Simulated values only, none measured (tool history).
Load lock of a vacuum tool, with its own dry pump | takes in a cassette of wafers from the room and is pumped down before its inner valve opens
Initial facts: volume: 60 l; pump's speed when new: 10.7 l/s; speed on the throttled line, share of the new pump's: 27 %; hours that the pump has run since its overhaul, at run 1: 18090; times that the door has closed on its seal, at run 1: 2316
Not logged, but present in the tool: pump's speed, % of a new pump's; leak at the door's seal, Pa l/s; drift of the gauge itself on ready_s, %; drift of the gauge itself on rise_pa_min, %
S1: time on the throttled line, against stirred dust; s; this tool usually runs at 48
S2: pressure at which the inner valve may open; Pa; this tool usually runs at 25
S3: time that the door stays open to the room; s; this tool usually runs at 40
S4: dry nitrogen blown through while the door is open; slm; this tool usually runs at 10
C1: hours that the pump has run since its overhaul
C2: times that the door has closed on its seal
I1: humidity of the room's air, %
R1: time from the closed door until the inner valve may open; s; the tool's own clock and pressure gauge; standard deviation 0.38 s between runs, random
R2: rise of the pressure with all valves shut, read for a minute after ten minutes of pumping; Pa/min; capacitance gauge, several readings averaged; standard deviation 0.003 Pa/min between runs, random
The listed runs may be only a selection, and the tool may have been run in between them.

{"run": 1, "hour": 0.0, "S1": 48, "S2": 25, "S3": 40, "S4": 10, "C1": 18090, "C2": 2316, "I1": 43.7, "R1": 86.2, "R2": 0.048}
{"run": 2, "hour": 135.4, "S1": 48, "S2": 25, "S3": 40, "S4": 10, "C1": 18226, "C2": 2531, "I1": 46.2, "R1": 86.3, "R2": 0.042}
{"run": 3, "hour": 228.9, "S1": 48, "S2": 25, "S3": 40, "S4": 10, "C1": 18319, "C2": 2680, "I1": 45.3, "R1": 85.5, "R2": 0.045}
{"run": 4, "hour": 351.1, "S1": 48, "S2": 25, "S3": 40, "S4": 10, "C1": 18441, "C2": 2874, "I1": 44.1, "R1": 86.5, "R2": 0.043}
{"run": 5, "hour": 453.8, "S1": 48, "S2": 38, "S3": 40, "S4": 10, "C1": 18544, "C2": 3038, "I1": 46.4, "R1": 83.2, "R2": 0.046}
{"run": 6, "hour": 581.6, "S1": 48, "S2": 25, "S3": 40, "S4": 21, "C1": 18672, "C2": 3241, "I1": 47.4, "R1": 87.0, "R2": 0.039}
{"run": 7, "hour": 748.2, "S1": 48, "S2": 25, "S3": 40, "S4": 21, "C1": 18839, "C2": 3506, "I1": 44.1, "R1": 86.5, "R2": 0.037}
{"run": 8, "hour": 915.6, "S1": 48, "S2": 25, "S3": 40, "S4": 21, "C1": 19006, "C2": 3772, "I1": 42.9, "R1": 85.9, "R2": 0.039}
{"run": 9, "hour": 1026.3, "S1": 48, "S2": 25, "S3": 40, "S4": 21, "C1": 19117, "C2": 3949, "I1": 44.1, "R1": 86.3, "R2": 0.043}
{"run": 10, "hour": 1181.7, "S1": 48, "S2": 25, "S3": 116, "S4": 10, "C1": 19272, "C2": 4196, "I1": 46.1, "R1": 86.4, "R2": 0.068}
{"run": 11, "hour": 1313.8, "S1": 48, "S2": 25, "S3": 116, "S4": 10, "C1": 19404, "C2": 4406, "I1": 46.2, "R1": 86.7, "R2": 0.067}
{"run": 12, "hour": 1391.1, "S1": 48, "S2": 25, "S3": 116, "S4": 10, "C1": 19481, "C2": 4529, "I1": 44.2, "R1": 86.8, "R2": 0.066}
{"run": 13, "hour": 1515.5, "S1": 48, "S2": 25, "S3": 116, "S4": 10, "C1": 19606, "C2": 4727, "I1": 43.7, "R1": 86.7, "R2": 0.069}
{"run": 14, "hour": 1626.3, "S1": 48, "S2": 25, "S3": 116, "S4": 10, "C1": 19717, "C2": 4903, "I1": 45.8, "R1": 87.1, "R2": 0.063}
{"run": 15, "hour": 1755.2, "S1": 48, "S2": 25, "S3": 116, "S4": 10, "C1": 19846, "C2": 5108, "I1": 43.8, "R1": 86.9, "R2": 0.068}
{"run": 16, "hour": 1917.6, "S1": 26, "S2": 25, "S3": 40, "S4": 10, "C1": 20008, "C2": 5367, "I1": 44.9, "R1": 71.4, "R2": 0.055}
{"run": 17, "hour": 2000.3, "S1": 48, "S2": 22, "S3": 40, "S4": 10, "C1": 20091, "C2": 5498, "I1": 46.2, "R1": 87.7, "R2": 0.065}
{"run": 18, "hour": 2097.8, "S1": 48, "S2": 25, "S3": 110, "S4": 10, "C1": 20188, "C2": 5653, "I1": 43.7, "R1": 86.9, "R2": 0.073}
{"run": 19, "hour": 2262.5, "S1": 46, "S2": 30, "S3": 104, "S4": 10, "C1": 20353, "C2": 5915, "I1": 46.2, "R1": 85.1, "R2": 0.075}
{"run": 20, "hour": 2399.7, "S1": 32, "S2": 34, "S3": 40, "S4": 7, "C1": 20490, "C2": 6134, "I1": 45.8, "R1": 74.0, "R2": 0.064}
{"run": 21, "hour": 2490.8, "S1": 62, "S2": 34, "S3": 215, "S4": 10, "C1": 20581, "C2": 6278, "I1": 48.9, "R1": 94.6, "R2": 0.095}
{"run": 22, "hour": 2559.5, "S1": 33, "S2": 44, "S3": 40, "S4": 24, "C1": 20650, "C2": 6388, "I1": 43.8, "R1": 72.7, "R2": 0.05}
{"run": 23, "hour": 2638.2, "S1": 82, "S2": 21, "S3": 110, "S4": 10, "C1": 20729, "C2": 6513, "I1": 45.6, "R1": 111.2, "R2": 0.071}
{"run": 24, "hour": 2727.1, "S1": 32, "S2": 22, "S3": 110, "S4": 38, "C1": 20817, "C2": 6654, "I1": 45.8, "R1": 76.1, "R2": 0.052}
{"run": 25, "hour": 2835.6, "S1": 89, "S2": 27, "S3": 51, "S4": 10, "C1": 20926, "C2": 6827, "I1": 42.8, "R1": 115.5, "R2": 0.067}
{"run": 26, "hour": 2949.6, "S1": 89, "S2": 27, "S3": 51, "S4": 10, "C1": 21040, "C2": 7008, "I1": 42.1, "R1": 115.5, "R2": 0.066}
{"run": 27, "hour": 3067.4, "S1": 89, "S2": 27, "S3": 51, "S4": 10, "C1": 21158, "C2": 7196, "I1": 47.1, "R1": 114.9, "R2": 0.071}
{"run": 28, "hour": 3232.0, "S1": 89, "S2": 27, "S3": 51, "S4": 10, "C1": 21322, "C2": 7458, "I1": 46.7, "R1": 114.9, "R2": 0.072}
{"run": 29, "hour": 3311.0, "S1": 48, "S2": 25, "S3": 94, "S4": 7, "C1": 21401, "C2": 7583, "I1": 43.5, "R1": 87.2, "R2": 0.082}
{"run": 30, "hour": 3465.4, "S1": 35, "S2": 31, "S3": 64, "S4": 6, "C1": 21556, "C2": 7829, "I1": 40.8, "R1": 75.9, "R2": 0.076}

Predict the results of run 31:
{"run": 31, "hour": 3636.0, "S1": 35, "S2": 31, "S3": 64, "S4": 6, "C1": 21726, "C2": 8100, "I1": 44.9, "R1": "?", "R2": "?"}

{"run 31": {"R1": 76.7, "R2": 0.078}}
The same run, on a tool lacking any hidden state, would have yielded R1 71.0 s, R2 0.040 Pa/min.

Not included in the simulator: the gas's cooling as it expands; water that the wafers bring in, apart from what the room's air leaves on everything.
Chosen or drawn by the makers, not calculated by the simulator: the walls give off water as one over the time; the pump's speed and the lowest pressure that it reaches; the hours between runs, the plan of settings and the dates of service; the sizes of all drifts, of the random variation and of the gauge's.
